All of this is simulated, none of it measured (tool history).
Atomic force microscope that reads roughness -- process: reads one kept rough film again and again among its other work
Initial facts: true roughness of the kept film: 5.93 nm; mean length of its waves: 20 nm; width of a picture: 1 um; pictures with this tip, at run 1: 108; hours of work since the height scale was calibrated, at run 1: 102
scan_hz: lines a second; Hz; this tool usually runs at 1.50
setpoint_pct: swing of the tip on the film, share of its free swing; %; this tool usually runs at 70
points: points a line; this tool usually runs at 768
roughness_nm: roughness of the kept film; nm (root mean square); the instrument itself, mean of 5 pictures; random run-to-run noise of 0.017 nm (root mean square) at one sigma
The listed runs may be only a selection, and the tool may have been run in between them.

run,hour,scan_hz,setpoint_pct,points,pictures with this tip,hours of work since the height scale was calibrated,roughness_nm
1,0.0,1.50,70,768,108,102,3.218
2,11.9,1.50,70,768,123,108,3.157
3,24.2,0.91,70,768,139,114,3.156
4,34.0,1.50,81,768,152,119,2.821
5,44.7,1.50,70,768,166,124,2.923
6,53.8,1.50,70,768,177,128,2.866
7,59.7,1.50,70,768,185,131,2.811
8,67.0,1.50,70,377,195,134,2.747
9,73.9,1.50,70,377,203,138,2.730
10,82.6,1.50,70,377,215,142,2.708
11,94.4,1.50,70,768,230,147,2.672
12,106.7,1.50,70,768,246,153,2.605
13,113.1,1.50,70,768,254,156,2.593
# hour 125.3: new tip fitted
14,126.4,1.50,70,768,2,162,4.203
15,136.7,1.50,70,768,15,167,4.021
16,145.4,1.50,70,768,26,171,3.984
17,153.3,1.50,70,768,36,175,3.877
18,166.8,1.50,70,323,54,182,3.655
19,172.4,3.35,70,323,61,184,3.306
20,185.0,1.50,70,768,78,190,3.566
# hour 186.6: height scale calibrated on a step standard
21,194.3,1.50,70,768,88,4,3.501
22,203.6,1.50,70,768,100,8,3.421
23,213.5,3.24,70,768,113,13,3.046
24,219.6,1.50,70,768,121,16,3.292
25,230.5,1.50,70,1009,135,21,3.197
26,241.6,1.50,70,1021,149,26,3.156
27,248.7,1.58,74,768,159,30,3.001
28,255.4,1.81,70,368,167,33,2.935
29,262.2,0.53,79,612,176,36,3.083
# hour 266.0: height scale calibrated on a step standard, once more
30,272.3,1.50,66,723,188,3,2.967
31,278.1,1.50,66,723,195,6,2.912
32,285.4,2.92,63,447,205,9,2.738
33,292.3,1.76,73,768,214,13,2.722
34,305.4,1.50,60,768,231,19,2.825
35,313.7,1.50,60,768,241,23,2.760
36,326.6,0.96,68,768,258,29,2.693
37,332.2,3.21,88,468,265,32,1.901
# hour 335.3: new tip fitted
38,344.6,3.21,88,468,12,37,2.991
39,354.9,1.34,64,257,25,42,3.959
40,365.3,1.34,64,926,39,47,3.996
41,376.3,0.62,59,299,53,52,3.894
42,382.7,1.50,70,309,61,55,3.587
43,395.2,3.63,65,768,77,61,3.335
44,402.6,1.50,60,943,87,65,3.635
45,414.8,1.50,60,943,103,71,3.522
46,422.7,1.50,60,943,113,74,3.438
47,434.4,1.50,64,768,128,80,3.313
48,443.0,0.99,66,477,139,84,3.264
49,450.3,1.28,62,892,149,88,3.237
50,456.5,1.50,66,284,157,91,3.010
51,463.8,1.50,66,284,166,94,3.002
52,475.2,2.60,77,768,181,99,2.610

Hidden condition of the tool, last listed run before each entry between runs versus first listed run after:
Run 13 -> run 14: new tip fitted (hour 125.3)
  radius of the tip, nm: 19.1 -> 5.1; height scale over the true one, %: 0.33 -> 0.34
  the result without the hidden state subtracted from the measured one, roughness_nm: -1.633 -> -0.012 nm (root mean square)
Run 20 -> run 21: height scale calibrated on a step standard (hour 186.6)
  radius of the tip, nm: 9 -> 9.5; height scale over the true one, %: 0.39 -> 0.57
  the result without the hidden state subtracted from the measured one, roughness_nm: -0.632 -> -0.691 nm (root mean square)
Run 29 -> run 30: height scale calibrated on a step standard, once more (hour 266.0)
  radius of the tip, nm: 14.2 -> 14.8; height scale over the true one, %: 0.63 -> 0.07
  the result without the hidden state subtracted from the measured one, roughness_nm: -1.253 -> -1.312 nm (root mean square)
Run 37 -> run 38: new tip fitted (hour 335.3)
  radius of the tip, nm: 18.8 -> 5.7; height scale over the true one, %: 0.12 -> 0.13
  the result without the hidden state subtracted from the measured one, roughness_nm: -1.185 -> -0.092 nm (root mean square)

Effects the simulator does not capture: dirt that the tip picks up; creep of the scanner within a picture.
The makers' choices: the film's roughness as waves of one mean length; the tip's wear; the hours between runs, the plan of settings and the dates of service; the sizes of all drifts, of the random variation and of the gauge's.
